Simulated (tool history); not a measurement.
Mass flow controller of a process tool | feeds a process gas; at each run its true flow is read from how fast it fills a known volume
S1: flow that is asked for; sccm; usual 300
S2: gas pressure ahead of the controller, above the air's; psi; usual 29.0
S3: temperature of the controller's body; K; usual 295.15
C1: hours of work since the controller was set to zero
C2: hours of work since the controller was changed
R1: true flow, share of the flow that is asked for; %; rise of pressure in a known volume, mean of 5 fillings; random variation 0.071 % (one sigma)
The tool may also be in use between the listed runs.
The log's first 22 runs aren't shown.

run,hour,S1,S2,S3,C1,C2,R1
23,1242.6,186,35.2,308.15,1026,1026,100.88
24,1313.4,186,35.2,296.15,1050,1050,101.10
25,1355.5,300,28.9,304.15,1065,1065,100.21
26,1406.7,364,39.3,294.15,1082,1082,100.66
27,1440.7,137,29.0,303.15,1094,1094,101.43
28,1518.2,137,29.0,303.15,1121,1121,101.50
# hour 1524.0: controller's zero set anew
29,1555.5,217,24.4,303.15,11,1133,101.26
30,1614.6,349,33.2,293.15,31,1153,100.96
31,1657.0,262,33.2,293.15,46,1168,101.45
32,1709.6,339,25.5,303.15,64,1186,100.40
33,1767.7,732,30.2,310.15,84,1206,99.96
34,1824.7,325,29.0,295.15,103,1226,100.84
35,1878.6,325,29.0,295.15,122,1244,100.92
36,1913.3,325,29.0,302.15,134,1256,100.88
# hour 1930.1: controller's zero set anew, once more
37,1953.9,121,34.2,302.15,8,1270,99.84
38,2032.2,193,34.2,298.15,35,1297,99.67
39,2097.4,311,25.2,299.15,58,1319,99.37
40,2172.9,311,25.2,299.15,83,1345,99.29
41,2216.9,102,25.2,300.15,99,1360,99.90
42,2285.1,532,29.0,301.15,122,1384,99.25
43,2354.2,656,25.8,303.15,146,1408,99.29
44,2420.8,656,25.8,303.15,169,1431,99.25

3 ways to go on from here, each from the tool as it stands after run 44. What would each give?
A,2490.4,169,37.7,294.15,193,1455,?
B,2490.4,177,27.7,304.15,193,1455,?
C,2490.4,137,29.0,295.15,193,1455,?

run,R1
A,100.16
B,99.62
C,99.99
Without the tool's hidden state the same runs would have given:
run,R1
A,99.94
B,99.43
C,99.57

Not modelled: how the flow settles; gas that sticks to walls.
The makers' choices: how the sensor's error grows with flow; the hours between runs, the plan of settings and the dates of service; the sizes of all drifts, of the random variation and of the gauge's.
